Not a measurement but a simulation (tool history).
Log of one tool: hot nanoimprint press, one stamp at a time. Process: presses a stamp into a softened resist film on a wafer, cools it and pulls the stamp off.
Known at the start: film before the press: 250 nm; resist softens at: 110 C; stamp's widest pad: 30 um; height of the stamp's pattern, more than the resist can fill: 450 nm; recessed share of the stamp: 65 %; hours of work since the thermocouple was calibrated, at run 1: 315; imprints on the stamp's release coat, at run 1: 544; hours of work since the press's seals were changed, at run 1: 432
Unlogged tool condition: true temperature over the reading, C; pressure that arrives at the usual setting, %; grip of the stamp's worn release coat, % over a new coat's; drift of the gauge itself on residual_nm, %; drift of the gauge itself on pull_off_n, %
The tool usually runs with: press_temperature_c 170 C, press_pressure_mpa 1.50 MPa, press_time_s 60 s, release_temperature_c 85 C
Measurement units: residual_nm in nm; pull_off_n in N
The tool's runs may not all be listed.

run    hour  press_temperature_c  press_pressure_mpa  press_time_s  release_temperature_c  hours of work since the thermocouple was calibrated  imprints on the stamp's release coat  hours of work since the press's seals were changed  residual_nm  pull_off_n
  1     0.0                  170                1.50            60                     85                                                  315                                   544                                                 432        123.1         249
  2    78.7                  170                1.50            60                     85                                                  361                                   852                                                 478        123.1         262
      134.1  -- stamp cleaned and given a new release coat
  3   165.4                  170                1.50            60                     85                                                  408                                   123                                                 525        122.8         209
  4   215.0                  170                1.50            60                     85                                                  437                                   317                                                 554        122.8         231
      228.3  -- plate thermocouple calibrated
  5   292.4                  170                1.50            60                     85                                                   38                                   609                                                 598        128.3         253
  6   342.6                  170                1.60            60                     85                                                   67                                   806                                                 627        125.2         277
  7   396.5                  170                1.50            34                     85                                                   99                                  1017                                                 659        153.3         301
      412.3  -- stamp cleaned and given a new release coat
  8   472.2                  170                1.50            34                     85                                                  139                                   234                                                 699        152.5         229
  9   529.4                  170                1.25            60                     85                                                  173                                   459                                                 733        140.4         250
 10   595.3                  170                1.50            60                     85                                                  212                                   717                                                 772        128.8         262
 11   656.2                  170                1.50            60                     85                                                  247                                   956                                                 807        128.1         277
      686.9  -- stamp cleaned and given a new release coat
 12   721.2                  170                1.50            60                     74                                                  282                                   134                                                 842        128.4         244
 13   797.8                  170                2.37            60                     85                                                  327                                   435                                                 887        102.6         233
 14   877.7                  170                2.37            60                     85                                                  374                                   748                                                 934        102.5         273
 15   951.4                  170                2.37            60                     85                                                  417                                  1037                                                 977        101.8         295
      961.7  -- stamp cleaned and given a new release coat
     1006.3  -- plate thermocouple calibrated
 16  1033.7                  170                2.37            60                     85                                                   16                                   271                                                1020        105.8         217

Forecast run 17:
 17  1119.6                  166                1.70            60                     78                                                   66                                   608                                                1070            ?           ?

{"run 17": {"residual_nm": 150.7, "pull_off_n": 270}}
With the hidden condition absent and the run-to-run variation left alone, this run would have shown residual_nm 145.7 nm, pull_off_n 216 N.
